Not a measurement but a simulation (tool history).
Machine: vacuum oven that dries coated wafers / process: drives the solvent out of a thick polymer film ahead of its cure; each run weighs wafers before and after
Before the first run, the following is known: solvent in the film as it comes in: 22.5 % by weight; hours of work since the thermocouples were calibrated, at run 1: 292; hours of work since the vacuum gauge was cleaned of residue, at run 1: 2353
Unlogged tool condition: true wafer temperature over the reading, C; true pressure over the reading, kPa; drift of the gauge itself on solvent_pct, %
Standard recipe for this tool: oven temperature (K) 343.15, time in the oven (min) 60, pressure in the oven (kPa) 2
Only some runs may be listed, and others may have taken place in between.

| run | day | oven temperature (K) | time in the oven (min) | pressure in the oven (kPa) | hours of work since the thermocouples were calibrated | hours of work since the vacuum gauge was cleaned of residue | solvent left in the film (%) |
|---|---|---|---|---|---|---|---|
| 1 | 0 | 343.15 | 60 | 2 | 292 | 2353 | 2.68 |
| 2 | 2.238 | 343.15 | 60 | 2 | 327 | 2388 | 2.83 |
| 3 | 6.321 | 343.15 | 60 | 2.81 | 391 | 2452 | 3.01 |
| 4 | 8.333 | 343.15 | 60 | 2.81 | 422 | 2484 | 3.08 |
| 5 | 11.554 | 336.15 | 60 | 2 | 473 | 2534 | 6.01 |
| 6 | 14.346 | 343.15 | 60 | 2.23 | 517 | 2578 | 2.84 |
| 7 | 18.125 | 350.15 | 60 | 2.23 | 576 | 2637 | 1.13 |
| 8 | 20.858 | 350.15 | 60 | 2.23 | 618 | 2680 | 1.08 |
| 9 | 23.171 | 350.15 | 60 | 2.23 | 655 | 2716 | 1.05 |
|  | 23.712 | vacuum gauge cleaned of residue and calibrated |
| 10 | 25.404 | 350.15 | 60 | 2.23 | 689 | 26 | 1.08 |
| 11 | 27.208 | 343.15 | 44 | 2 | 717 | 55 | 4.19 |
| 12 | 28.929 | 345.15 | 44 | 2 | 744 | 82 | 3.24 |
| 13 | 32.833 | 345.15 | 44 | 2 | 805 | 143 | 3.33 |
| 14 | 34.838 | 343.15 | 60 | 2 | 836 | 174 | 2.72 |
| 15 | 38.733 | 343.15 | 60 | 2 | 897 | 235 | 2.64 |
|  | 39.408 | oven's thermocouples calibrated |
| 16 | 42.929 | 343.15 | 60 | 2 | 55 | 300 | 2.74 |
| 17 | 44.692 | 343.15 | 60 | 2 | 83 | 327 | 2.67 |
| 18 | 46.971 | 343.15 | 60 | 2 | 118 | 363 | 2.8 |
| 19 | 51.004 | 343.15 | 60 | 2 | 182 | 426 | 2.75 |
| 20 | 52.833 | 343.15 | 60 | 4.52 | 210 | 455 | 3.79 |
| 21 | 55.042 | 343.15 | 60 | 4.52 | 245 | 489 | 3.84 |
| 22 | 57.9 | 343.15 | 60 | 4.52 | 289 | 534 | 3.81 |
| 23 | 60.558 | 343.15 | 60 | 4.52 | 331 | 575 | 3.87 |
| 24 | 63.15 | 343.15 | 60 | 2 | 372 | 616 | 2.78 |
| 25 | 66.167 | 343.15 | 60 | 2 | 419 | 663 | 2.71 |
| 26 | 69.712 | 343.15 | 60 | 2.43 | 474 | 719 | 2.89 |
| 27 | 73.538 | 349.15 | 82 | 1.75 | 534 | 779 | 0.79 |
| 28 | 75.75 | 338.15 | 94 | 1.09 | 569 | 813 | 2.29 |
| 29 | 79.504 | 338.15 | 94 | 1.09 | 628 | 872 | 2.25 |
| 30 | 81.246 | 356.15 | 60 | 4.67 | 655 | 899 | 1.39 |
| 31 | 82.933 | 356.15 | 60 | 4.67 | 681 | 926 | 1.33 |
| 32 | 86.692 | 356.15 | 60 | 4.67 | 740 | 985 | 1.26 |
| 33 | 90.612 | 356.15 | 60 | 4.67 | 802 | 1046 | 1.31 |
| 34 | 93.612 | 339.15 | 60 | 1.22 | 849 | 1093 | 4.11 |
| 35 | 96.3 | 339.15 | 60 | 5.73 | 891 | 1135 | 6.28 |
|  | 97.35 | oven's thermocouples calibrated |
| 36 | 100.342 | 339.15 | 60 | 5.73 | 47 | 1197 | 6.29 |
| 37 | 103.183 | 339.15 | 60 | 1.46 | 91 | 1241 | 4.27 |
| 38 | 106.142 | 339.15 | 60 | 1.46 | 138 | 1288 | 4.16 |
| 39 | 108.717 | 343.15 | 60 | 1.26 | 178 | 1328 | 2.44 |
| 40 | 111.846 | 343.15 | 60 | 1.26 | 227 | 1377 | 2.34 |
| 41 | 113.767 | 343.15 | 60 | 5.44 | 257 | 1407 | 4.15 |
| 42 | 117.871 | 343.15 | 60 | 5.44 | 321 | 1471 | 4.29 |
| 43 | 121.921 | 331.15 | 85 | 2.96 | 385 | 1535 | 7.68 |
| 44 | 125.35 | 331.15 | 85 | 2.96 | 438 | 1588 | 7.44 |
| 45 | 128.733 | 342.15 | 67 | 2.12 | 491 | 1641 | 2.79 |
| 46 | 132.754 | 342.15 | 67 | 2.12 | 554 | 1704 | 2.77 |
| 47 | 135.875 | 342.15 | 67 | 2.12 | 603 | 1753 | 2.76 |
| 48 | 138.138 | 350.15 | 101 | 6.53 | 638 | 1789 | 2.23 |

Alternative continuations, all from the tool just after run 48; predict every row:
| A | 141.696 | 337.15 | 101 | 3.84 | 694 | 1844 | ? |
| B | 141.696 | 333.15 | 71 | 3.33 | 694 | 1844 | ? |
| C | 141.696 | 343.15 | 83 | 2 | 694 | 1844 | ? |

| run | solvent left in the film (%) |
|---|---|
| A | 4.05 |
| B | 7.53 |
| C | 1.65 |
With no hidden state in the tool, these same runs would have given:
| run | solvent left in the film (%) |
|---|---|
| A | 4.03 |
| B | 7.5 |
| C | 1.63 |
